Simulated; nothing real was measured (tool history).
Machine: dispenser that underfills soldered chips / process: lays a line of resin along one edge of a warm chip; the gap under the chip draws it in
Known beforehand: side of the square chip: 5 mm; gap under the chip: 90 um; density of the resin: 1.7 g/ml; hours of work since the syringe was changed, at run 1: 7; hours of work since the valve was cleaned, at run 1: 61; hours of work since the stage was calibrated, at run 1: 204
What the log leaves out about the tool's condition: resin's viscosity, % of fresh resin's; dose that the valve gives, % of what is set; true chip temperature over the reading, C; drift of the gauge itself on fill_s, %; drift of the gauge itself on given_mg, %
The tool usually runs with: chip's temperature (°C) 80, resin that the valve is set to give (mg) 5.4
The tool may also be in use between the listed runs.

run,hour,chip's temperature (°C),resin that the valve is set to give (mg),hours of work since the syringe was changed,hours of work since the valve was cleaned,hours of work since the stage was calibrated,time until the resin shows at the far edge (s),resin that the valve gave (mg)
1,0,80,5.4,7,61,204,16.4,5.15
# hour 4.4: new syringe of resin
# hour 9.3: dispensing valve cleaned and set on the balance
2,14.1,80,5.4,6,4,213,14.6,5.39
# hour 19.2: new syringe of resin
3,19.9,80,5.4,1,8,217,10.6,5.32
4,26.3,80,5.7,5,12,222,13.4,5.67
5,31.9,80,5.7,9,16,226,16.7,5.67
# hour 33.6: new syringe of resin
6,42.6,80,5.7,7,24,234,15.1,5.61
# hour 48.2: new syringe of resin
7,53.5,80,5.7,4,32,242,12.4,5.55
8,60.4,80,6.89,9,37,247,16.7,6.67
# hour 62.7: new syringe of resin
9,69.4,80,4.67,5,43,253,14.8,4.52
# hour 76.7: new syringe of resin
10,80.4,80,4.67,3,51,261,12.6,4.49
11,89.3,80,4.67,9,58,268,18.4,4.48
# hour 91.3: new syringe of resin
12,98.9,80,4.67,6,65,275,14.6,4.44
# hour 102.9: dispensing valve cleaned and set on the balance
# hour 106.2: new syringe of resin
13,106.2,80,4.67,0,2,279,11,4.69
14,111.5,80,5.4,4,6,283,12.6,5.38
# hour 120.2: new syringe of resin
15,120.5,80,5.4,0,12,289,10.3,5.34
16,133.2,85,4.77,10,22,299,15.2,4.67
# hour 134.2: new syringe of resin
17,142.4,85,6.15,6,28,305,10.9,6
# hour 148.2: new syringe of resin
18,152.2,67,6.98,3,35,312,21.7,6.79
19,160.9,67,6.98,9,42,319,30.7,6.8
# hour 162.1: new syringe of resin
20,168.2,86,5.54,5,47,324,10.3,5.32
# hour 175.8: new syringe of resin
21,179.8,92,6,3,55,332,6.9,5.77
22,185.5,76,5.89,7,60,336,17.9,5.64
# hour 190.5: new syringe of resin
# hour 197.1: dispensing valve cleaned and set on the balance
23,199,76,6.07,6,1,345,16.6,6.04
# hour 205.2: new syringe of resin
24,206.9,76,6.07,1,7,351,13.5,6.01
25,216.7,76,4.64,8,14,358,20.4,4.59
# hour 219.3: new syringe of resin
26,224.2,94,5.32,4,20,363,6.7,5.25
27,230.5,88,6.52,8,24,368,10.5,6.38

Branching from run 27: 5 alternative next runs. What would each branch give?
# hour 232.9: new syringe of resin
A,241.4,80,6.92,6,32,376,?,?
# hour 232.9: new syringe of resin
B,241.4,77,5.23,6,32,376,?,?
# hour 232.9: new syringe of resin
C,241.4,91,6.06,6,32,376,?,?
# hour 232.9: new syringe of resin
D,241.4,80,5.4,6,32,376,?,?
# hour 232.9: new syringe of resin
E,241.4,86,5.14,6,32,376,?,?

run,time until the resin shows at the far edge (s),resin that the valve gave (mg)
A,13.9,6.71
B,17,5.05
C,8.2,5.93
D,13.9,5.26
E,10.9,5.06
What these runs would have given with no unlogged condition in the tool:
run,time until the resin shows at the far edge (s),resin that the valve gave (mg)
A,11,6.89
B,13.5,5.18
C,6.4,6.09
D,10.8,5.4
E,8.6,5.19
